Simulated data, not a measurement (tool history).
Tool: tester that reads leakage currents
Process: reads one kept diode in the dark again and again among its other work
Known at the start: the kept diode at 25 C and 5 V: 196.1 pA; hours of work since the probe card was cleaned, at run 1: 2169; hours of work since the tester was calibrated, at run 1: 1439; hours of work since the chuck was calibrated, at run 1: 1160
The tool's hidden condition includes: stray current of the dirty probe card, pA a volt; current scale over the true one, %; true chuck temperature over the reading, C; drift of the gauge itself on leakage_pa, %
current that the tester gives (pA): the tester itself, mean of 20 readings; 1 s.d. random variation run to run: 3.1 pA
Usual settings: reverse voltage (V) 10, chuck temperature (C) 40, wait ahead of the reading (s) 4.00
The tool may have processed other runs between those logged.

run	hour	reverse voltage (V)	chuck temperature (C)	wait ahead of the reading (s)	hours of work since the probe card was cleaned	hours of work since the tester was calibrated	hours of work since the chuck was calibrated	current that the tester gives (pA)
1	0.0	10	40	4.00	2169	1439	1160	1003.75
2	102.1	10	40	4.00	2235	1505	1226	1007.30
3	226.8	10	40	4.00	2314	1584	1305	1001.16
4	340.3	10	40	2.31	2387	1657	1378	997.38
5	444.4	10	40	2.31	2453	1723	1444	1002.26
6	523.4	10	33	4.00	2504	1774	1495	553.99
7	581.0	10	33	4.00	2541	1811	1532	546.86
8	648.0	10	33	4.00	2583	1854	1575	547.69
9	770.5	10	33	4.00	2662	1932	1653	551.42
10	894.3	10	33	4.00	2741	2011	1732	550.11
11	1015.8	10	40	1.03	2819	2089	1810	999.74
12	1113.5	10	40	1.03	2881	2151	1872	995.55
13	1175.4	10	40	4.00	2921	2191	1912	996.27
14	1281.2	10	40	4.00	2988	2258	1979	992.15

Run 15 has not been measured yet. What should we expect?
15	1393.3	10	43	4.00	3060	2330	2051	?

current that the tester gives (pA): 1268.85
Without the tool's hidden state the same run would have given current that the tester gives (pA) 1321.43.
